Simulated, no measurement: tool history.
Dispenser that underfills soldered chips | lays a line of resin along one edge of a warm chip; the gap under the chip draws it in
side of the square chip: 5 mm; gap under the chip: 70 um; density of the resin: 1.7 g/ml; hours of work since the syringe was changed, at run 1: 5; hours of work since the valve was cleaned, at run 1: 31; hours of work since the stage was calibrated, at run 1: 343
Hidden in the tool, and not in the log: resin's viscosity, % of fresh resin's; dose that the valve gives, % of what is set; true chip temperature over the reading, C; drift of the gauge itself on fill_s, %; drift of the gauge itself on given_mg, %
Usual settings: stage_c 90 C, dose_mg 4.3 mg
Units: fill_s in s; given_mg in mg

run   hour  stage_c  dose_mg  hours of work since the syringe was changed  hours of work since the valve was cleaned  hours of work since the stage was calibrated  fill_s  given_mg
  1      0       90      4.3                                            5                                         31                                           343     7.1      4.16
       3.5  -- new syringe of resin
  2   10.4       90      4.3                                            4                                         38                                           349     7.3      4.14
      14.4  -- new syringe of resin
  3   18.5       90      4.3                                            3                                         42                                           354     6.2      4.12
      25.8  -- new syringe of resin
  4   31.8       90     3.98                                            4                                         50                                           362     6.8      3.81
      36.4  -- new syringe of resin
      47.2  -- new syringe of resin
  5   47.7       90     3.98                                            0                                         60                                           372     5.2      3.75
        58  -- new syringe of resin
  6   58.1       90     3.98                                            0                                         66                                           378     5.4      3.77
        70  -- new syringe of resin
  7   70.8       90     4.49                                            1                                         74                                           386     5.8      4.21
  8   77.7       90     4.49                                            5                                         78                                           390     7.2      4.28
      80.7  -- new syringe of resin
  9   86.3       90     4.49                                            3                                         83                                           395     6.9      4.16
      91.6  -- new syringe of resin
 10   99.2       90      4.3                                            5                                         91                                           403     7.5      3.93
     103.3  -- new syringe of resin
       114  -- new syringe of resin
 11  114.6       90     3.75                                            0                                        100                                           412     5.4      3.38
       125  -- new syringe of resin
 12  125.8       90     5.38                                            0                                        107                                           419     5.5      4.98
     135.8  -- new syringe of resin
 13  138.8       90     3.78                                            2                                        115                                           426     6.4      3.32
       147  -- new syringe of resin
 14  151.8       90     3.78                                            3                                        123                                           434     6.9      3.42
     158.5  -- new syringe of resin
     160.3  -- dispensing valve cleaned and set on the balance
 15  163.8       90      4.3                                            3                                          2                                           441     6.2      4.33
     170.6  -- new syringe of resin
 16  175.7       90     4.08                                            3                                          9                                           448     6.3      4.03
     181.7  -- new syringe of resin
 17    186       90     4.08                                            3                                         16                                           454     6.4      4.05
     188.4  -- stage's temperature calibrated
     194.1  -- new syringe of resin
 18  198.4       90     4.08                                            3                                         22                                             6       7      4.02
     204.8  -- new syringe of resin
 19  213.7       93     4.83                                            6                                         32                                            15       8      4.61
     215.8  -- new syringe of resin
 20    221      100     4.53                                            3                                         36                                            20     5.5      4.44
     226.5  -- new syringe of resin
 21  228.6      100     4.53                                            1                                         41                                            24     4.8       4.4
     237.3  -- new syringe of resin
 22  240.7       94      3.7                                            2                                         48                                            31       6      3.53
     248.3  -- new syringe of resin
 23  250.8       90     4.24                                            2                                         54                                            38     6.5      4.04
     259.8  -- new syringe of resin
 24  264.4       75     3.73                                            3                                         62                                            46    12.9      3.54
     270.9  -- new syringe of resin
 25  272.4       91     3.86                                            1                                         67                                            51     6.5      3.59
     281.5  -- new syringe of resin
 26  281.6       93     4.16                                            0                                         72                                            56       6      3.89
     292.5  -- new syringe of resin
 27  292.6       90     4.11                                            0                                         79                                            63     5.9      3.86
     304.1  -- new syringe of resin
 28  308.2      100     5.38                                            3                                         89                                            72     4.5      4.96
     314.8  -- new syringe of resin
 29  324.1       87     5.38                                            6                                         98                                            82     9.3      4.98
     325.4  -- new syringe of resin
 30  333.8       94     3.85                                            5                                        104                                            88     8.3      3.46
     336.8  -- new syringe of resin
     347.6  -- new syringe of resin
 31  349.3       90     4.74                                            1                                        113                                            97     6.6       4.3
     358.2  -- new syringe of resin
 32  359.1       96     4.69                                            1                                        119                                           103     4.5      4.24
       369  -- new syringe of resin
 33    372       89     4.97                                            2                                        127                                           111     6.7      4.39

How the hidden state differs across the entries between the runs, from the last listed run before each to the first after it:
Between runs 1 and 2: new syringe of resin (hour 3.5)
  resin's viscosity, % of fresh resin's: 132.7 -> 131.1; dose that the valve gives, % of what is set: 97.26 -> 96.72; true chip temperature over the reading, C: 2.37 -> 2.42
  measured less the result without the state, fill_s: +1.4 -> +1.3 s; given_mg: -0.12 -> -0.14 mg
Between runs 2 and 3: new syringe of resin (hour 14.4)
  resin's viscosity, % of fresh resin's: 131.1 -> 118.1; dose that the valve gives, % of what is set: 96.72 -> 96.27; true chip temperature over the reading, C: 2.42 -> 2.45
  measured less the result without the state, fill_s: +1.3 -> +0.5 s; given_mg: -0.14 -> -0.16 mg
Between runs 3 and 4: new syringe of resin (hour 25.8)
  resin's viscosity, % of fresh resin's: 118.1 -> 126.9; dose that the valve gives, % of what is set: 96.27 -> 95.61; true chip temperature over the reading, C: 2.45 -> 2.5
  measured less the result without the state, fill_s: +0.5 -> +1.1 s; given_mg: -0.16 -> -0.18 mg
Between runs 4 and 5: new syringe of resin (hour 36.4); new syringe of resin (hour 47.2)
  resin's viscosity, % of fresh resin's: 126.9 -> 101.1; dose that the valve gives, % of what is set: 95.61 -> 94.84; true chip temperature over the reading, C: 2.5 -> 2.57
  measured less the result without the state, fill_s: +1.1 -> -0.3 s; given_mg: -0.18 -> -0.21 mg
Between runs 5 and 6: new syringe of resin (hour 58)
  resin's viscosity, % of fresh resin's: 101.1 -> 100; dose that the valve gives, % of what is set: 94.84 -> 94.29; true chip temperature over the reading, C: 2.57 -> 2.61
  measured less the result without the state, fill_s: -0.3 -> -0.4 s; given_mg: -0.21 -> -0.22 mg
Between runs 6 and 7: new syringe of resin (hour 70)
  resin's viscosity, % of fresh resin's: 100 -> 103.9; dose that the valve gives, % of what is set: 94.29 -> 93.62; true chip temperature over the reading, C: 2.61 -> 2.66
  measured less the result without the state, fill_s: -0.4 -> -0.2 s; given_mg: -0.22 -> -0.29 mg
Between runs 8 and 9: new syringe of resin (hour 80.7)
  resin's viscosity, % of fresh resin's: 136.9 -> 124.6; dose that the valve gives, % of what is set: 93.27 -> 92.83; true chip temperature over the reading, C: 2.69 -> 2.73
  measured less the result without the state, fill_s: +1.6 -> +0.9 s; given_mg: -0.3 -> -0.32 mg
Between runs 9 and 10: new syringe of resin (hour 91.6)
  resin's viscosity, % of fresh resin's: 124.6 -> 135.2; dose that the valve gives, % of what is set: 92.83 -> 92.16; true chip temperature over the reading, C: 2.73 -> 2.78
  measured less the result without the state, fill_s: +0.9 -> +1.5 s; given_mg: -0.32 -> -0.33 mg
Between runs 10 and 11: new syringe of resin (hour 103.3); new syringe of resin (hour 114)
  resin's viscosity, % of fresh resin's: 135.2 -> 102.1; dose that the valve gives, % of what is set: 92.16 -> 91.4; true chip temperature over the reading, C: 2.78 -> 2.84
  measured less the result without the state, fill_s: +1.5 -> -0.3 s; given_mg: -0.33 -> -0.33 mg
Between runs 11 and 12: new syringe of resin (hour 125)
  resin's viscosity, % of fresh resin's: 102.1 -> 102; dose that the valve gives, % of what is set: 91.4 -> 90.81; true chip temperature over the reading, C: 2.84 -> 2.89
  measured less the result without the state, fill_s: -0.3 -> -0.3 s; given_mg: -0.33 -> -0.49 mg
Between runs 12 and 13: new syringe of resin (hour 135.8)
  resin's viscosity, % of fresh resin's: 102 -> 111.7; dose that the valve gives, % of what is set: 90.81 -> 90.08; true chip temperature over the reading, C: 2.89 -> 2.94
  measured less the result without the state, fill_s: -0.3 -> +0.4 s; given_mg: -0.49 -> -0.38 mg
Between runs 13 and 14: new syringe of resin (hour 147)
  resin's viscosity, % of fresh resin's: 111.7 -> 121.4; dose that the valve gives, % of what is set: 90.08 -> 89.44; true chip temperature over the reading, C: 2.94 -> 3
  measured less the result without the state, fill_s: +0.4 -> +0.9 s; given_mg: -0.38 -> -0.4 mg
Between runs 14 and 15: new syringe of resin (hour 158.5); dispensing valve cleaned and set on the balance (hour 160.3)
  resin's viscosity, % of fresh resin's: 121.4 -> 119.7; dose that the valve gives, % of what is set: 89.44 -> 99.73; true chip temperature over the reading, C: 3 -> 3.05
  measured less the result without the state, fill_s: +0.9 -> +0.5 s; given_mg: -0.4 -> -0.01 mg
Between runs 15 and 16: new syringe of resin (hour 170.6)
  resin's viscosity, % of fresh resin's: 119.7 -> 121.2; dose that the valve gives, % of what is set: 99.73 -> 99.09; true chip temperature over the reading, C: 3.05 -> 3.1
  measured less the result without the state, fill_s: +0.5 -> +0.5 s; given_mg: -0.01 -> -0.04 mg
Between runs 16 and 17: new syringe of resin (hour 181.7)
  resin's viscosity, % of fresh resin's: 121.2 -> 119.5; dose that the valve gives, % of what is set: 99.09 -> 98.56; true chip temperature over the reading, C: 3.1 -> 3.14
  measured less the result without the state, fill_s: +0.5 -> +0.5 s; given_mg: -0.04 -> -0.06 mg
Between runs 17 and 18: stage's temperature calibrated (hour 188.4); new syringe of resin (hour 194.1)
  resin's viscosity, % of fresh resin's: 119.5 -> 116.3; dose that the valve gives, % of what is set: 98.56 -> 97.94; true chip temperature over the reading, C: 3.14 -> -0.04
  measured less the result without the state, fill_s: +0.5 -> +1 s; given_mg: -0.06 -> -0.09 mg
Between runs 18 and 19: new syringe of resin (hour 204.8)
  resin's viscosity, % of fresh resin's: 116.3 -> 142.5; dose that the valve gives, % of what is set: 97.94 -> 97.15; true chip temperature over the reading, C: -0.04 -> 0.03
  measured less the result without the state, fill_s: +1 -> +2.3 s; given_mg: -0.09 -> -0.13 mg
Between runs 19 and 20: new syringe of resin (hour 215.8)
  resin's viscosity, % of fresh resin's: 142.5 -> 123.5; dose that the valve gives, % of what is set: 97.15 -> 96.8; true chip temperature over the reading, C: 0.03 -> 0.06
  measured less the result without the state, fill_s: +2.3 -> +1.1 s; given_mg: -0.13 -> -0.15 mg
Between runs 20 and 21: new syringe of resin (hour 226.5)
  resin's viscosity, % of fresh resin's: 123.5 -> 108.3; dose that the valve gives, % of what is set: 96.8 -> 96.44; true chip temperature over the reading, C: 0.06 -> 0.09
  measured less the result without the state, fill_s: +1.1 -> +0.3 s; given_mg: -0.15 -> -0.16 mg
Between runs 21 and 22: new syringe of resin (hour 237.3)
  resin's viscosity, % of fresh resin's: 108.3 -> 113.4; dose that the valve gives, % of what is set: 96.44 -> 95.81; true chip temperature over the reading, C: 0.09 -> 0.14
  measured less the result without the state, fill_s: +0.3 -> +0.8 s; given_mg: -0.16 -> -0.16 mg
Between runs 22 and 23: new syringe of resin (hour 248.3)
  resin's viscosity, % of fresh resin's: 113.4 -> 109.2; dose that the valve gives, % of what is set: 95.81 -> 95.32; true chip temperature over the reading, C: 0.14 -> 0.18
  measured less the result without the state, fill_s: +0.8 -> +0.6 s; given_mg: -0.16 -> -0.2 mg
Between runs 23 and 24: new syringe of resin (hour 259.8)
  resin's viscosity, % of fresh resin's: 109.2 -> 121.5; dose that the valve gives, % of what is set: 95.32 -> 94.61; true chip temperature over the reading, C: 0.18 -> 0.24
  measured less the result without the state, fill_s: +0.6 -> +2.3 s; given_mg: -0.2 -> -0.21 mg
Between runs 24 and 25: new syringe of resin (hour 270.9)
  resin's viscosity, % of fresh resin's: 121.5 -> 107.8; dose that the valve gives, % of what is set: 94.61 -> 94.21; true chip temperature over the reading, C: 0.24 -> 0.27
  measured less the result without the state, fill_s: +2.3 -> +0.6 s; given_mg: -0.21 -> -0.23 mg
Between runs 25 and 26: new syringe of resin (hour 281.5)
  resin's viscosity, % of fresh resin's: 107.8 -> 101.2; dose that the valve gives, % of what is set: 94.21 -> 93.72; true chip temperature over the reading, C: 0.27 -> 0.3
  measured less the result without the state, fill_s: +0.6 -> +0.1 s; given_mg: -0.23 -> -0.26 mg
Between runs 26 and 27: new syringe of resin (hour 292.5)
  resin's viscosity, % of fresh resin's: 101.2 -> 99.8; dose that the valve gives, % of what is set: 93.72 -> 93.12; true chip temperature over the reading, C: 0.3 -> 0.35
  measured less the result without the state, fill_s: +0.1 -> +0 s; given_mg: -0.26 -> -0.28 mg
Between runs 27 and 28: new syringe of resin (hour 304.1)
  resin's viscosity, % of fresh resin's: 99.8 -> 120.4; dose that the valve gives, % of what is set: 93.12 -> 92.25; true chip temperature over the reading, C: 0.35 -> 0.42
  measured less the result without the state, fill_s: +0 -> +0.9 s; given_mg: -0.28 -> -0.41 mg
Between runs 28 and 29: new syringe of resin (hour 314.8)
  resin's viscosity, % of fresh resin's: 120.4 -> 145; dose that the valve gives, % of what is set: 92.25 -> 91.45; true chip temperature over the reading, C: 0.42 -> 0.49
  measured less the result without the state, fill_s: +0.9 -> +2.8 s; given_mg: -0.41 -> -0.46 mg
Between runs 29 and 30: new syringe of resin (hour 325.4)
  resin's viscosity, % of fresh resin's: 145 -> 140.9; dose that the valve gives, % of what is set: 91.45 -> 91.01; true chip temperature over the reading, C: 0.49 -> 0.53
  measured less the result without the state, fill_s: +2.8 -> +2.3 s; given_mg: -0.46 -> -0.34 mg
Between runs 30 and 31: new syringe of resin (hour 336.8); new syringe of resin (hour 347.6)
  resin's viscosity, % of fresh resin's: 140.9 -> 107.9; dose that the valve gives, % of what is set: 91.01 -> 90.21; true chip temperature over the reading, C: 0.53 -> 0.59
  measured less the result without the state, fill_s: +2.3 -> +0.5 s; given_mg: -0.34 -> -0.46 mg
Between runs 31 and 32: new syringe of resin (hour 358.2)
  resin's viscosity, % of fresh resin's: 107.9 -> 104; dose that the valve gives, % of what is set: 90.21 -> 89.69; true chip temperature over the reading, C: 0.59 -> 0.64
  measured less the result without the state, fill_s: +0.5 -> +0.2 s; given_mg: -0.46 -> -0.48 mg
Between runs 32 and 33: new syringe of resin (hour 369)
  resin's viscosity, % of fresh resin's: 104 -> 112.6; dose that the valve gives, % of what is set: 89.69 -> 89.01; true chip temperature over the reading, C: 0.64 -> 0.69
  measured less the result without the state, fill_s: +0.2 -> +0.7 s; given_mg: -0.48 -> -0.55 mg
